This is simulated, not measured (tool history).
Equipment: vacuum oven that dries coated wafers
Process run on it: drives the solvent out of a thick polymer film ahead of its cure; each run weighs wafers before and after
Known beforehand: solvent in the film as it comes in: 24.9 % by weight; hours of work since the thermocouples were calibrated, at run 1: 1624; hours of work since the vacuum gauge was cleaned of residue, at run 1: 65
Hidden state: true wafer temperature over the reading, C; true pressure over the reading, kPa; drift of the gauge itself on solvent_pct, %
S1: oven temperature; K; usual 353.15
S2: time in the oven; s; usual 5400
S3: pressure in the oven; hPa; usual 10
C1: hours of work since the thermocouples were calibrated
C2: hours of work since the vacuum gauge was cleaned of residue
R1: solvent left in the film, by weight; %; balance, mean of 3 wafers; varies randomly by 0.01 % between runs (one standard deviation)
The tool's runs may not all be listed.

| run | hour | S1 | S2 | S3 | C1 | C2 | R1 |
|---|---|---|---|---|---|---|---|
| 1 | 0 | 353.15 | 5400 | 10 | 1624 | 65 | 1.12 |
| 2 | 14.9 | 353.15 | 5400 | 10 | 1633 | 74 | 1.1 |
| 3 | 35.5 | 353.15 | 5400 | 35 | 1645 | 86 | 1.92 |
|  | 56.4 | oven's thermocouples calibrated |
| 4 | 59.1 | 353.15 | 5400 | 10 | 2 | 99 | 1.34 |
| 5 | 82.1 | 357.15 | 5400 | 10 | 15 | 113 | 0.88 |
| 6 | 103.9 | 357.15 | 5400 | 10 | 29 | 126 | 0.9 |
| 7 | 129.8 | 357.15 | 5400 | 10 | 44 | 142 | 0.89 |
| 8 | 163.8 | 357.15 | 5400 | 10 | 65 | 162 | 0.88 |
| 9 | 185.4 | 357.15 | 5400 | 10 | 78 | 175 | 0.89 |
| 10 | 216.2 | 357.15 | 5400 | 10 | 96 | 194 | 0.86 |
| 11 | 238.5 | 357.15 | 5400 | 10 | 110 | 207 | 0.87 |
| 12 | 272.4 | 357.15 | 5400 | 10 | 130 | 228 | 0.87 |
| 13 | 306.7 | 357.15 | 5400 | 10 | 151 | 248 | 0.89 |
| 14 | 336.3 | 357.15 | 5400 | 6.1 | 169 | 266 | 0.75 |
| 15 | 370 | 357.15 | 5400 | 6.1 | 189 | 287 | 0.76 |
| 16 | 389.7 | 353.15 | 5400 | 10 | 201 | 298 | 1.3 |
| 17 | 419.5 | 353.15 | 5400 | 10 | 219 | 316 | 1.3 |
| 18 | 444.1 | 353.15 | 5400 | 12.1 | 234 | 331 | 1.38 |
| 19 | 470.5 | 353.15 | 5880 | 10 | 250 | 347 | 1.08 |
| 20 | 504.7 | 353.15 | 5880 | 10 | 270 | 368 | 1.1 |
| 21 | 532.1 | 353.15 | 5880 | 10 | 287 | 384 | 1.07 |
| 22 | 562.6 | 353.15 | 5880 | 10 | 305 | 403 | 1.07 |
| 23 | 580.9 | 353.15 | 5880 | 10 | 316 | 414 | 1.1 |
| 24 | 595.2 | 354.15 | 5520 | 35.6 | 325 | 422 | 1.97 |
| 25 | 612.5 | 354.15 | 5520 | 26.4 | 335 | 433 | 1.65 |
| 26 | 638.8 | 349.15 | 4140 | 10 | 351 | 449 | 3.12 |
| 27 | 667.6 | 349.15 | 4140 | 10 | 368 | 466 | 3.12 |
| 28 | 700.6 | 349.15 | 4140 | 10 | 388 | 486 | 3.11 |
| 29 | 721.6 | 349.15 | 4140 | 10 | 401 | 498 | 3.11 |
| 30 | 755.7 | 360.15 | 4680 | 10 | 421 | 519 | 0.89 |
| 31 | 782.3 | 350.15 | 2880 | 30.6 | 437 | 535 | 5.7 |
| 32 | 807.7 | 339.15 | 4920 | 8.5 | 453 | 550 | 4.71 |
| 33 | 839.5 | 353.15 | 3060 | 10 | 472 | 570 | 3.8 |
| 34 | 856.3 | 353.15 | 3060 | 10 | 482 | 580 | 3.81 |
| 35 | 887.7 | 346.15 | 8640 | 10 | 501 | 599 | 0.97 |
| 36 | 918.9 | 346.15 | 3660 | 36.2 | 520 | 617 | 5.59 |
| 37 | 932.8 | 345.15 | 3660 | 11.4 | 528 | 626 | 4.92 |
| 38 | 951 | 345.15 | 3660 | 11.4 | 539 | 637 | 4.93 |
| 39 | 966.9 | 345.15 | 3660 | 11.4 | 549 | 646 | 4.93 |
| 40 | 997.2 | 353.15 | 6000 | 26.2 | 567 | 665 | 1.55 |
| 41 | 1029.5 | 348.15 | 6060 | 11.1 | 586 | 684 | 1.66 |
| 42 | 1058.7 | 353.15 | 3120 | 7.5 | 604 | 702 | 3.6 |
| 43 | 1074.9 | 344.15 | 9060 | 26.9 | 614 | 711 | 1.91 |
| 44 | 1099.5 | 353.15 | 8160 | 21.7 | 629 | 726 | 0.94 |
| 45 | 1123.6 | 351.15 | 5580 | 14.6 | 643 | 741 | 1.59 |
| 46 | 1152.7 | 347.15 | 3420 | 28.9 | 661 | 758 | 5.37 |

For some of the steps in R1 from one run to the next: how much would appear even if the tool had no hidden state, given the settings, what came in and random variation, and how much remains for the hidden state plus any gauge scatter that the measured result and the result without hidden state don't share?
Run 3 -> 4: S3 35 -> 10, oven's thermocouples calibrated. R1 -0.58 %: hidden state +0.27, all else -0.85.
Run 30 -> 31: S1 360.15 -> 350.15, S2 4680 -> 2880, S3 10 -> 30.6. R1 +4.81 %: hidden state -0.08, all else +4.89.
Run 35 -> 36: S2 8640 -> 3660, S3 10 -> 36.2. R1 +4.62 %: hidden state -0.11, all else +4.73.
Run 45 -> 46: S1 351.15 -> 347.15, S2 5580 -> 3420, S3 14.6 -> 28.9. R1 +3.78 %: hidden state -0.11, all else +3.89.

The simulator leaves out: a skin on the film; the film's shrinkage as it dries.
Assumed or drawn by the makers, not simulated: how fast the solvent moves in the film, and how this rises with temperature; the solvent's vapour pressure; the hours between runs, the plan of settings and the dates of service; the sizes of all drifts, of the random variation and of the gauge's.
